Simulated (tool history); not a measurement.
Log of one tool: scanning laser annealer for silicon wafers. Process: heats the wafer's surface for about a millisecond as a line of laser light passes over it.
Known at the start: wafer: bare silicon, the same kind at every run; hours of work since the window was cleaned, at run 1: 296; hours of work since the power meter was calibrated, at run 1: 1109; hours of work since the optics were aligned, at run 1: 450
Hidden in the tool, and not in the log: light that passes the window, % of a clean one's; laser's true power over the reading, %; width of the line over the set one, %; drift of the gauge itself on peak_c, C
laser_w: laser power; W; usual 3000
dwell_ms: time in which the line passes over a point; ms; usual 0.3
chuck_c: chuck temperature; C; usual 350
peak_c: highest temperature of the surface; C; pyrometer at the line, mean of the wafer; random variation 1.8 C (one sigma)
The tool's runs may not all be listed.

| run | hour | laser_w | dwell_ms | chuck_c | hours of work since the window was cleaned | hours of work since the power meter was calibrated | hours of work since the optics were aligned | peak_c |
|---|---|---|---|---|---|---|---|---|
| 1 | 0 | 3000 | 0.3 | 350 | 296 | 1109 | 450 | 1052 |
| 2 | 30.9 | 3000 | 0.3 | 350 | 320 | 1132 | 474 | 1050 |
| 3 | 68.5 | 3000 | 0.3 | 350 | 348 | 1161 | 502 | 1047 |
| 4 | 113.3 | 3000 | 0.3 | 350 | 382 | 1195 | 536 | 1044 |
| 5 | 161.2 | 3000 | 0.3 | 350 | 419 | 1231 | 573 | 1043 |
| 6 | 203.3 | 3000 | 0.362 | 350 | 450 | 1263 | 605 | 1094 |
| 7 | 257.9 | 3000 | 0.319 | 350 | 492 | 1305 | 646 | 1054 |
| 8 | 312 | 3000 | 0.319 | 350 | 533 | 1346 | 687 | 1047 |
| 9 | 346.5 | 3000 | 0.223 | 350 | 559 | 1372 | 713 | 949 |
| 10 | 407.6 | 3084 | 0.3 | 350 | 606 | 1418 | 760 | 1046 |
| 11 | 460.3 | 3084 | 0.3 | 350 | 646 | 1458 | 800 | 1044 |
|  | 474.8 | window over the wafer cleaned |
| 12 | 497.5 | 3084 | 0.3 | 350 | 17 | 1485 | 826 | 1095 |
| 13 | 548.6 | 3084 | 0.3 | 350 | 56 | 1524 | 865 | 1088 |
| 14 | 587.7 | 3084 | 0.3 | 350 | 86 | 1553 | 895 | 1087 |
| 15 | 645.8 | 3084 | 0.3 | 350 | 130 | 1597 | 939 | 1082 |
| 16 | 707.9 | 3084 | 0.3 | 350 | 177 | 1645 | 986 | 1080 |
| 17 | 769.6 | 3084 | 0.3 | 350 | 224 | 1691 | 1033 | 1072 |
| 18 | 807.2 | 3084 | 0.3 | 350 | 252 | 1720 | 1061 | 1072 |
| 19 | 843.2 | 3000 | 0.311 | 350 | 279 | 1747 | 1089 | 1058 |
| 20 | 886.2 | 3000 | 0.311 | 350 | 312 | 1780 | 1121 | 1055 |
| 21 | 929.3 | 3000 | 0.311 | 350 | 345 | 1813 | 1154 | 1050 |
| 22 | 977.9 | 3264 | 0.214 | 311 | 382 | 1849 | 1191 | 967 |
| 23 | 1005.3 | 2888 | 0.214 | 369 | 402 | 1870 | 1212 | 938 |
| 24 | 1047 | 2888 | 0.214 | 369 | 434 | 1902 | 1243 | 935 |
| 25 | 1073.3 | 3047 | 0.374 | 330 | 454 | 1922 | 1263 | 1093 |
| 26 | 1105.3 | 2650 | 0.373 | 350 | 478 | 1946 | 1287 | 996 |
| 27 | 1133 | 2710 | 0.311 | 345 | 499 | 1967 | 1308 | 957 |
| 28 | 1166.6 | 2710 | 0.311 | 345 | 525 | 1993 | 1334 | 956 |
| 29 | 1211 | 2710 | 0.311 | 345 | 559 | 2026 | 1368 | 956 |
| 30 | 1251 | 3044 | 0.286 | 327 | 589 | 2057 | 1398 | 996 |
| 31 | 1284.5 | 2981 | 0.26 | 340 | 614 | 2082 | 1423 | 967 |
| 32 | 1329.8 | 3225 | 0.3 | 349 | 649 | 2116 | 1458 | 1072 |
|  | 1335.2 | window over the wafer cleaned |
| 33 | 1370.5 | 3022 | 0.3 | 359 | 27 | 2146 | 1487 | 1076 |
| 34 | 1397.6 | 3022 | 0.3 | 359 | 47 | 2166 | 1508 | 1074 |
|  | 1412.9 | optics aligned, line set to its width |
| 35 | 1436.5 | 3158 | 0.3 | 373 | 73 | 2192 | 18 | 1151 |
| 36 | 1492 | 3169 | 0.341 | 362 | 115 | 2234 | 60 | 1182 |
| 37 | 1533.9 | 3169 | 0.341 | 362 | 147 | 2266 | 92 | 1183 |
| 38 | 1568.2 | 2930 | 0.268 | 346 | 173 | 2292 | 118 | 1017 |
| 39 | 1627.9 | 2930 | 0.268 | 346 | 218 | 2337 | 163 | 1012 |
| 40 | 1689 | 2864 | 0.264 | 327 | 265 | 2383 | 209 | 973 |
| 41 | 1739.9 | 2864 | 0.264 | 327 | 303 | 2422 | 248 | 969 |
| 42 | 1800.6 | 3000 | 0.3 | 364 | 349 | 2468 | 294 | 1073 |

The same runs without the tool's hidden state, with the same run-to-run variation:
| run | peak_c |
|---|---|
| 1 | 1081 |
| 2 | 1081 |
| 3 | 1080 |
| 4 | 1080 |
| 5 | 1082 |
| 6 | 1139 |
| 7 | 1100 |
| 8 | 1097 |
| 9 | 993 |
| 10 | 1102 |
| 11 | 1103 |
| 12 | 1106 |
| 13 | 1103 |
| 14 | 1104 |
| 15 | 1103 |
| 16 | 1105 |
| 17 | 1101 |
| 18 | 1103 |
| 19 | 1091 |
| 20 | 1091 |
| 21 | 1088 |
| 22 | 1006 |
| 23 | 973 |
| 24 | 972 |
| 25 | 1145 |
| 26 | 1042 |
| 27 | 1002 |
| 28 | 1003 |
| 29 | 1005 |
| 30 | 1054 |
| 31 | 1022 |
| 32 | 1139 |
| 33 | 1093 |
| 34 | 1094 |
| 35 | 1147 |
| 36 | 1182 |
| 37 | 1185 |
| 38 | 1021 |
| 39 | 1019 |
| 40 | 983 |
| 41 | 982 |
| 42 | 1092 |
